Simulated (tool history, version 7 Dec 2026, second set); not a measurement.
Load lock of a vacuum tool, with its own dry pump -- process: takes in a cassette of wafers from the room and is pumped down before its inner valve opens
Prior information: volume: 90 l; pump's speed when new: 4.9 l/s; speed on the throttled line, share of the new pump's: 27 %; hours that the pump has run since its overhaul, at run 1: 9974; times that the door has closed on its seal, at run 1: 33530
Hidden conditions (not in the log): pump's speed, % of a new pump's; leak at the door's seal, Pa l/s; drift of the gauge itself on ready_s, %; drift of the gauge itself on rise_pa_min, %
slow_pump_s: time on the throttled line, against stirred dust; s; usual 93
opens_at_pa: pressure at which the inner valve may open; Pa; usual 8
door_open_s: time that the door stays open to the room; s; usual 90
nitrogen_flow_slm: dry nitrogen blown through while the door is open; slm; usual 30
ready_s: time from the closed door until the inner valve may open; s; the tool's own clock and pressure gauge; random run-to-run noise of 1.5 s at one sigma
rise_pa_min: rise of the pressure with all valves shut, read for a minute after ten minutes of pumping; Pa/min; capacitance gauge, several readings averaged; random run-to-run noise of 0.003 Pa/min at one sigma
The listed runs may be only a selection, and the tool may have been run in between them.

run	hour	slow_pump_s	opens_at_pa	door_open_s	nitrogen_flow_slm	hours that the pump has run since its overhaul	times that the door has closed on its seal	incoming humidity of the room's air, %	ready_s	rise_pa_min
1	0.0	93	8	90	30	9974	33530	45.7	264.0	0.251
2	228.0	93	8	90	9	10202	34507	41.0	269.4	0.276
3	560.8	93	8	90	9	10535	35932	46.6	267.6	0.294
4	757.5	93	14	90	30	10731	36775	46.6	257.3	0.279
5	1024.2	93	8	90	30	10998	37918	46.4	265.9	0.296
6	1280.3	93	8	90	30	11254	39014	45.9	270.6	0.305
7	1465.0	93	8	90	30	11439	39806	47.1	270.6	0.307
8	1697.7	93	8	90	30	11671	40803	46.2	270.2	0.329
9	2018.6	93	8	90	30	11992	42177	43.6	272.6	0.334
10	2376.2	93	14	90	30	12350	43709	47.9	262.4	0.363
11	2618.6	93	14	90	30	12592	44747	45.1	262.2	0.376
12	2988.8	93	14	90	30	12963	46333	46.0	261.4	0.387
13	3356.1	93	14	90	30	13330	47907	46.8	260.6	0.413
14	3692.5	93	14	90	12	13666	49348	44.3	263.2	0.443
15	4027.7	93	14	90	12	14001	50784	43.7	269.1	0.453
16	4305.1	93	14	90	12	14279	51972	44.8	267.1	0.482
17	4582.4	93	14	90	12	14556	53160	44.2	268.4	0.491
18	4790.0	93	14	90	12	14764	54049	47.1	272.6	0.510
19	4975.1	93	8	90	43	14949	54842	47.3	282.1	0.490
20	5294.3	93	8	90	5	15268	56209	42.7	285.9	0.555
21	5676.5	68	8	90	29	15650	57846	50.0	267.2	0.553
22	5993.8	104	10	90	14	15968	59205	47.8	285.8	0.573
23	6264.3	104	10	90	14	16238	60364	47.6	285.6	0.606
24	6586.4	93	10	90	14	16560	61744	46.3	282.2	0.609
25	6834.4	90	7	123	5	16808	62807	42.5	291.8	0.649
26	7028.7	90	7	123	5	17002	63639	42.8	292.9	0.671
27	7194.3	90	7	123	5	17168	64348	46.5	292.2	0.662
28	7374.7	60	7	35	10	17348	65121	41.0	269.5	0.635
29	7544.3	129	7	35	4	17518	65848	43.7	321.6	0.674
30	7861.4	129	15	35	4	17835	67206	43.9	302.4	0.700
31	8059.7	129	15	35	4	18033	68055	44.3	302.1	0.705
32	8373.2	150	14	86	6	18347	69398	46.8	316.9	0.748
# hour 8514.2: door's seal changed, seat wiped
33	8740.7	150	14	86	6	18713	970	48.1	316.1	0.051
# hour 8861.7: dry pump taken out, an overhauled one fitted
34	9090.9	93	8	28	30	229	2445	44.6	244.9	0.015
35	9417.8	93	8	28	30	556	3845	46.3	244.6	0.025
36	9794.0	93	8	217	30	932	5456	44.7	244.7	0.042
37	10003.4	93	8	217	30	1142	6354	44.4	246.9	0.044

Forecast each of these 4 alternatives for the next run:
A	10175.5	93	6	217	12	1314	7090	43.5	?	?
B	10175.5	133	8	73	30	1314	7090	45.6	?	?
C	10175.5	93	8	217	9	1314	7090	44.8	?	?
D	10175.5	101	8	217	30	1314	7090	44.9	?	?

run	ready_s	rise_pa_min
A	253.4	0.067
B	275.9	0.038
C	246.2	0.073
D	251.3	0.054
With the hidden condition removed and each run's random variation left untouched, the same runs would have given:
run	ready_s	rise_pa_min
A	250.6	0.041
B	273.4	0.013
C	243.5	0.048
D	248.7	0.028

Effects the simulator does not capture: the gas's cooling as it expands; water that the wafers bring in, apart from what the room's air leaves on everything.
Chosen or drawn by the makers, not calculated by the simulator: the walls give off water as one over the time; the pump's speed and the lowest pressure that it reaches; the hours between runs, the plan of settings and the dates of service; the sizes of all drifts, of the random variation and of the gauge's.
